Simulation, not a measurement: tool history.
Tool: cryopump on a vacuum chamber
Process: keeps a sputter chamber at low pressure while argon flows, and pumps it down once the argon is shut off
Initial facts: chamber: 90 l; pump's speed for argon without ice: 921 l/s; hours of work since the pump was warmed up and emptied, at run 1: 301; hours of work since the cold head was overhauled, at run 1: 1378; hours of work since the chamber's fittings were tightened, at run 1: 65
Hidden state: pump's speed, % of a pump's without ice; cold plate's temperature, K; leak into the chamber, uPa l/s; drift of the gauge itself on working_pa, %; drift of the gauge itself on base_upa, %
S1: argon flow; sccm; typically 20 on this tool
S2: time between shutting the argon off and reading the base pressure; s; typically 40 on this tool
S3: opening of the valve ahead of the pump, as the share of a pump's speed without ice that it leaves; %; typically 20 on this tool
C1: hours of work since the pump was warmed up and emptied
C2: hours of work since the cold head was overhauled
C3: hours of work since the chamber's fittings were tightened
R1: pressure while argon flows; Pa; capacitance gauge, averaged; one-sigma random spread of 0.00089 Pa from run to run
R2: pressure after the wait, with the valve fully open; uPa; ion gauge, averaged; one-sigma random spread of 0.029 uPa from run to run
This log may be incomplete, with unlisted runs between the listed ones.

run,hour,S1,S2,S3,C1,C2,C3,R1,R2
1,0,20,40,20,301,1378,65,0.1932,1.62
2,109,20,40,20,354,1432,119,0.1934,1.68
3,167.9,20,40,20,383,1461,148,0.1945,1.68
4,254.8,20,40,20,426,1504,191,0.1967,1.78
5,318.5,20,40,20,458,1535,222,0.2005,1.91
# hour 407.8: pump warmed up, emptied and cooled again
6,426.7,20,96,20,9,1586,273,0.1852,1.04
7,493.3,20,40,29,42,1619,306,0.1287,1.72
8,552.1,20,40,29,71,1648,335,0.1287,1.8
9,608.7,20,95,20,99,1676,363,0.1872,1.16
10,698.6,29,40,20,143,1720,407,0.2715,1.93
11,791.8,29,40,20,189,1766,453,0.2738,1.92
12,848.6,29,40,20,217,1794,481,0.2768,2.03
13,936.6,15,40,20,261,1837,524,0.144,2.09
14,1038,15,40,53,310,1887,574,0.0593,2.23
15,1140.6,15,40,53,361,1938,625,0.0618,2.33
16,1213.8,20,40,20,397,1974,661,0.1981,2.45
17,1316.6,20,40,20,448,2024,711,0.1999,2.54
18,1387.3,20,40,20,482,2059,746,0.2042,2.58
# hour 1418.9: pump warmed up, emptied and cooled again
19,1471.6,20,40,18,26,2098,785,0.205,2.17
20,1558.5,15,29,57,69,2141,828,0.0502,2.71
21,1617.5,32,54,20,98,2170,857,0.2983,2.06
22,1708.6,16,40,20,143,2215,902,0.1512,2.4
23,1763.6,16,40,20,170,2242,929,0.1515,2.5

For run 24, what comes out?
24,1845,28,289,32,210,2282,969,?,?

{"run 24": {"R1": 0.171, "R2": 1.6}}
With no hidden state in the tool, this same run would have given R1 0.1609 Pa, R2 0.45 uPa.
